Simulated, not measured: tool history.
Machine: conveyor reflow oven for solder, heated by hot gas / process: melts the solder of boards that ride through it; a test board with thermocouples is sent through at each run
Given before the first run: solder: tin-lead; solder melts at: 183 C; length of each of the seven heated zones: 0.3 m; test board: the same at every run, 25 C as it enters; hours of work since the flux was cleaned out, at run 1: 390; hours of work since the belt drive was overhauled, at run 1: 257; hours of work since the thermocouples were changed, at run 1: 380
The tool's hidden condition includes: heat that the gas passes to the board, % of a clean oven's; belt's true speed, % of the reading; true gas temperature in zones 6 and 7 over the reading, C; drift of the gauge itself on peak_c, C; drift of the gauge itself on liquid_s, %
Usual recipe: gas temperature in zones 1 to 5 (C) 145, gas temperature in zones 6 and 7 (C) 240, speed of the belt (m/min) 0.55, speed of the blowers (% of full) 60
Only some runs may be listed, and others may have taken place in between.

run	hour	gas temperature in zones 1 to 5 (C)	gas temperature in zones 6 and 7 (C)	speed of the belt (m/min)	speed of the blowers (% of full)	hours of work since the flux was cleaned out	hours of work since the belt drive was overhauled	hours of work since the thermocouples were changed	highest temperature of the board (C)	time above the solder's melting point (s)
1	0	145	240	0.55	60	390	257	380	218.2	51
2	8	145	240	0.55	60	395	261	385	217.9	51.3
3	22.9	145	240	0.55	71	404	270	394	220.9	53.2
4	37.7	145	240	0.55	71	413	279	403	220.9	53.3
5	45.4	145	240	0.55	71	418	284	407	220.9	53.5
6	52.7	145	240	0.55	71	422	288	412	220.9	53.4
7	68	145	240	0.572	71	431	297	421	219.1	50.2
8	81.2	145	240	0.572	71	439	305	429	219.3	50.1
9	92	145	240	0.55	60	445	312	435	217.7	50.7
# hour 108.7: flux residue cleaned out of gas plates and filters
10	110.5	145	240	0.55	60	1	320	443	216.4	49.6
11	120.7	145	240	0.55	52	7	326	449	213.6	47.4
12	127.5	145	240	0.55	52	11	330	453	214.1	47.3
13	134.2	145	240	0.55	52	15	334	457	213.7	47.3
14	145.2	145	240	0.55	52	22	340	464	213.7	47.2
# hour 151.4: flux residue cleaned out of gas plates and filters, once more
15	159.4	145	247	0.55	60	5	346	469	227.8	57.4
16	170	145	249	0.55	90	11	352	476	237.4	61.8
17	179.2	131	240	0.461	64	17	358	481	226.7	63.9
18	186.4	142	243	0.55	60	21	362	486	223.9	54.3
19	200.9	142	243	0.55	60	30	371	494	223.8	54.3
20	209.8	143	243	0.55	71	35	376	499	227.6	56.6
21	224.3	143	238	0.55	75	44	385	508	224	55
22	231.6	143	239	0.55	75	48	389	512	225	55.4
23	238.8	145	240	0.55	75	52	393	517	225.9	56.6
24	253.7	141	241	0.545	60	61	402	526	222.1	53.3
25	265	141	239	0.582	50	68	409	532	214	43.7
26	280.3	158	240	0.467	60	77	418	542	228.8	73.7
27	290.2	158	240	0.467	60	83	424	548	228.7	74.1
28	302.4	158	240	0.467	60	90	431	555	228.7	73.8
29	316	145	240	0.591	60	98	439	563	218.5	48.2
30	328.2	145	249	0.569	60	106	447	570	227.7	55.3

5 options for the next run, each taken on its own from the tool as it stands now. Forecast them:
A	342.6	145	254	0.65	81	114	455	579	?	?
B	342.6	145	246	0.536	61	114	455	579	?	?
C	342.6	158	240	0.537	79	114	455	579	?	?
D	342.6	154	249	0.55	60	114	455	579	?	?
E	342.6	145	249	0.554	60	114	455	579	?	?

run	highest temperature of the board (C)	time above the solder's melting point (s)
A	233.3	50.9
B	227.2	58.8
C	228.8	64.3
D	230.8	62.1
E	228.6	57.1
The same runs, with their run-to-run variation unchanged, on a tool lacking any hidden condition would have given:
run	highest temperature of the board (C)	time above the solder's melting point (s)
A	233.5	50.5
B	227	58.1
C	228.5	63.6
D	230.6	61.3
E	228.4	56.5
